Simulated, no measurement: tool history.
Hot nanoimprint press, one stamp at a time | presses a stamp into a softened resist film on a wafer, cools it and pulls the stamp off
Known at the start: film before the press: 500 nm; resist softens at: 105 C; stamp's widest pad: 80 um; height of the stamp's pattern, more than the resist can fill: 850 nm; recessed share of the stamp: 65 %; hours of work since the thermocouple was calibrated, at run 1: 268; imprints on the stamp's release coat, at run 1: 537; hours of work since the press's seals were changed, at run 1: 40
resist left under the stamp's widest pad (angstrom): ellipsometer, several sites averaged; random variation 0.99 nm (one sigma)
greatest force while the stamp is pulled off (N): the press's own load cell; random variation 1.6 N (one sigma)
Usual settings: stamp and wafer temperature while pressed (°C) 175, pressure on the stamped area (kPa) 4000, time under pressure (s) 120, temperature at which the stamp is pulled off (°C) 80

run   hour  stamp and wafer temperature while pressed (°C)  pressure on the stamped area (kPa)  time under pressure (s)  temperature at which the stamp is pulled off (°C)  hours of work since the thermocouple was calibrated  imprints on the stamp's release coat  hours of work since the press's seals were changed  resist left under the stamp's widest pad (angstrom)  greatest force while the stamp is pulled off (N)
  1    0.0                                             175                                4000                      120                                                 80                                                  268                                   537                                                  40                                                 2099                                               157
  2   10.3                                             175                                4000                      120                                                 80                                                  276                                   588                                                  48                                                 2086                                               156
  3   17.0                                             175                                4000                      120                                                 80                                                  281                                   621                                                  53                                                 2083                                               155
  4   25.2                                             175                                4000                      120                                                 80                                                  288                                   662                                                  60                                                 2085                                               157
      30.2  -- plate thermocouple calibrated
  5   33.0                                             175                                4000                      120                                                 80                                                    2                                   686                                                  63                                                 2076                                               156
  6   38.6                                             175                                4000                      120                                                 80                                                    6                                   714                                                  68                                                 2088                                               155
      53.1  -- stamp cleaned and given a new release coat
  7   54.6                                             175                                4000                      120                                                 80                                                   14                                     7                                                  76                                                 2070                                               156
  8   61.6                                             175                                4000                       78                                                 80                                                   20                                    42                                                  81                                                 2424                                               157
  9   68.8                                             175                                4000                       78                                                 80                                                   25                                    78                                                  86                                                 2431                                               153
 10   78.9                                             175                                3890                       78                                                 80                                                   33                                   128                                                  94                                                 2450                                               156
 11   88.1                                             175                                3890                       78                                                 80                                                   40                                   174                                                 101                                                 2473                                               157
 12   96.6                                             175                                4000                      120                                                 85                                                   47                                   216                                                 108                                                 2067                                               139
 13  106.1                                             175                                4000                      120                                                 85                                                   54                                   263                                                 115                                                 2049                                               139
     110.5  -- gauge calibrated
 14  114.5                                             175                                4000                      120                                                 79                                                   61                                   305                                                 122                                                 2094                                               158
 15  122.9                                             175                                2900                      185                                                 80                                                   67                                   347                                                 128                                                 2036                                               154
 16  132.4                                             175                                5210                      120                                                 77                                                   75                                   394                                                 136                                                 1846                                               167
 17  142.6                                             175                                5210                       73                                                 85                                                   82                                   445                                                 144                                                 2218                                               140
 18  153.0                                             180                                4170                      230                                                 86                                                   91                                   497                                                 152                                                 1232                                               135
 19  161.9                                             180                                4170                      230                                                 87                                                   97                                   542                                                 159                                                 1221                                               132
 20  171.7                                             180                                4170                      230                                                 87                                                  105                                   590                                                 166                                                 1218                                               132
 21  178.2                                             180                                4170                      230                                                 87                                                  110                                   623                                                 171                                                 1226                                               134
 22  183.6                                             167                                4830                      120                                                 80                                                  114                                   649                                                 175                                                 2725                                               157
 23  192.7                                             175                                2600                       66                                                 79                                                  121                                   695                                                 183                                                 3024                                               160
 24  199.4                                             175                                3840                      146                                                 79                                                  126                                   728                                                 188                                                 1918                                               162
     211.3  -- stamp cleaned and given a new release coat
 25  212.5                                             175                                4000                      120                                                 84                                                  132                                     6                                                 193                                                 2022                                               142
 26  217.6                                             175                                5080                      120                                                 86                                                  136                                    32                                                 197                                                 1835                                               133
 27  223.2                                             175                                4240                       78                                                 80                                                  140                                    60                                                 202                                                 2346                                               155
 28  230.6                                             175                                4240                       78                                                 80                                                  146                                    97                                                 207                                                 2352                                               154

Forecast each of these 4 alternatives for the next run:
  A  239.9                                             168                                4940                      103                                                 80                                                  153                                   143                                                 214                                                    ?                                                 ?
  B  239.9                                             167                                4240                      124                                                 80                                                  153                                   143                                                 214                                                    ?                                                 ?
  C  239.9                                             175                                2410                       93                                                 65                                                  153                                   143                                                 214                                                    ?                                                 ?
  D  239.9                                             181                                4000                      120                                                 83                                                  153                                   143                                                 214                                                    ?                                                 ?

run  resist left under the stamp's widest pad (angstrom)  greatest force while the stamp is pulled off (N)
  A                                                 2690                                               156
  B                                                 2783                                               153
  C                                                 2750                                               205
  D                                                 1552                                               147
Without the tool's hidden state the same runs would have given:
run  resist left under the stamp's widest pad (angstrom)  greatest force while the stamp is pulled off (N)
  A                                                 2772                                               156
  B                                                 2867                                               153
  C                                                 2833                                               205
  D                                                 1599                                               147
